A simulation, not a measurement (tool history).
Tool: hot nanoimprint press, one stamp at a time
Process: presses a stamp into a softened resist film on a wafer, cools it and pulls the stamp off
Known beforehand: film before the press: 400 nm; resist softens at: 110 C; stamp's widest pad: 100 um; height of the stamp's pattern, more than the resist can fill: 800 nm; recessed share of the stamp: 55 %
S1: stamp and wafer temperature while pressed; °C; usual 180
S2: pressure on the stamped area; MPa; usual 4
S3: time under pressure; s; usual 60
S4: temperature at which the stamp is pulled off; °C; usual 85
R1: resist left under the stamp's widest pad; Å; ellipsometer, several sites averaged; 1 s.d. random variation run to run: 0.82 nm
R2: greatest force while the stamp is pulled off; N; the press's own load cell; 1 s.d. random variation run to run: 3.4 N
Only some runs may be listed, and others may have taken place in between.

{"run": 1, "day": 0.0, "S1": 180, "S2": 4, "S3": 60, "S4": 85, "R1": 2283, "R2": 168}
{"run": 2, "day": 1.154, "S1": 180, "S2": 4, "S3": 60, "S4": 85, "R1": 2291, "R2": 174}
{"run": 3, "day": 3.267, "S1": 180, "S2": 4, "S3": 84, "S4": 85, "R1": 2072, "R2": 180}
{"run": 4, "day": 4.433, "S1": 180, "S2": 4, "S3": 84, "S4": 85, "R1": 2087, "R2": 176}
{"run": 5, "day": 5.875, "S1": 180, "S2": 4, "S3": 84, "S4": 85, "R1": 2095, "R2": 178}
{"run": 6, "day": 7.512, "S1": 180, "S2": 4, "S3": 60, "S4": 85, "R1": 2319, "R2": 186}
{"run": 7, "day": 9.425, "S1": 180, "S2": 4, "S3": 60, "S4": 85, "R1": 2326, "R2": 186}
{"run": 8, "day": 11.654, "S1": 180, "S2": 4, "S3": 60, "S4": 85, "R1": 2321, "R2": 197}
{"day": 12.342, "done": "press's hydraulic seals changed and the load cell set to zero"}
{"run": 9, "day": 13.221, "S1": 180, "S2": 4, "S3": 60, "S4": 85, "R1": 2303, "R2": 197}
{"run": 10, "day": 15.379, "S1": 180, "S2": 4, "S3": 60, "S4": 81, "R1": 2293, "R2": 215}
{"run": 11, "day": 16.646, "S1": 180, "S2": 4, "S3": 60, "S4": 81, "R1": 2299, "R2": 224}
{"run": 12, "day": 18.646, "S1": 180, "S2": 4, "S3": 60, "S4": 81, "R1": 2319, "R2": 223}
{"run": 13, "day": 20.829, "S1": 180, "S2": 4, "S3": 60, "S4": 81, "R1": 2330, "R2": 226}
{"run": 14, "day": 22.212, "S1": 180, "S2": 4, "S3": 60, "S4": 81, "R1": 2308, "R2": 225}
{"run": 15, "day": 23.95, "S1": 180, "S2": 4, "S3": 60, "S4": 81, "R1": 2321, "R2": 242}
{"run": 16, "day": 26.062, "S1": 180, "S2": 3.16, "S3": 60, "S4": 85, "R1": 2599, "R2": 220}
{"day": 27.229, "done": "plate thermocouple calibrated"}
{"run": 17, "day": 27.25, "S1": 188, "S2": 3.23, "S3": 70, "S4": 83, "R1": 1991, "R2": 222}
{"run": 18, "day": 29.15, "S1": 188, "S2": 3.23, "S3": 70, "S4": 83, "R1": 1990, "R2": 221}
{"run": 19, "day": 30.821, "S1": 182, "S2": 4.85, "S3": 42, "S4": 92, "R1": 2174, "R2": 176}
{"run": 20, "day": 33.121, "S1": 182, "S2": 4.85, "S3": 42, "S4": 92, "R1": 2170, "R2": 181}
{"run": 21, "day": 34.538, "S1": 182, "S2": 4.85, "S3": 42, "S4": 92, "R1": 2179, "R2": 190}
{"run": 22, "day": 35.992, "S1": 182, "S2": 4.85, "S3": 42, "S4": 92, "R1": 2182, "R2": 188}
{"run": 23, "day": 38.15, "S1": 169, "S2": 2.76, "S3": 108, "S4": 91, "R1": 2922, "R2": 192}
{"run": 24, "day": 40.238, "S1": 169, "S2": 2.76, "S3": 108, "S4": 91, "R1": 2900, "R2": 195}
{"run": 25, "day": 41.738, "S1": 169, "S2": 2.76, "S3": 108, "S4": 91, "R1": 2905, "R2": 198}
{"run": 26, "day": 43.429, "S1": 169, "S2": 2.76, "S3": 108, "S4": 91, "R1": 2934, "R2": 206}
{"run": 27, "day": 44.558, "S1": 185, "S2": 3.38, "S3": 76, "S4": 72, "R1": 2057, "R2": 337}
{"run": 28, "day": 46.525, "S1": 185, "S2": 3.38, "S3": 76, "S4": 72, "R1": 2068, "R2": 325}
{"run": 29, "day": 48.717, "S1": 175, "S2": 3.38, "S3": 98, "S4": 92, "R1": 2420, "R2": 213}
{"run": 30, "day": 50.671, "S1": 175, "S2": 3.38, "S3": 98, "S4": 92, "R1": 2434, "R2": 213}

Measured result minus the same run's result without the hidden state. Both carry the same run-to-run variation, though not necessarily the same gauge scatter:
Hidden conditions of the tool in this case: true temperature over the reading, C; pressure that arrives at the usual setting, %; grip of the stamp's worn release coat, % over a new coat's; drift of the gauge itself on residual_nm, %; drift of the gauge itself on pull_off_n, %.
run=1 R1=+72 R2=+10
run=2 R1=+75 R2=+12
run=3 R1=+77 R2=+16
run=4 R1=+81 R2=+17
run=5 R1=+84 R2=+20
run=6 R1=+92 R2=+23
run=7 R1=+96 R2=+26
run=8 R1=+102 R2=+32
run=9 R1=+70 R2=+34
run=10 R1=+75 R2=+40
run=11 R1=+79 R2=+44
run=12 R1=+85 R2=+47
run=13 R1=+91 R2=+51
run=14 R1=+94 R2=+53
run=15 R1=+99 R2=+59
run=16 R1=+104 R2=+58
run=17 R1=+12 R2=+52
run=18 R1=+16 R2=+55
run=19 R1=+26 R2=+46
run=20 R1=+31 R2=+50
run=21 R1=+35 R2=+55
run=22 R1=+38 R2=+55
run=23 R1=+41 R2=+59
run=24 R1=+46 R2=+62
run=25 R1=+50 R2=+65
run=26 R1=+55 R2=+70
run=27 R1=+51 R2=+114
run=28 R1=+55 R2=+113
run=29 R1=+70 R2=+77
run=30 R1=+76 R2=+80
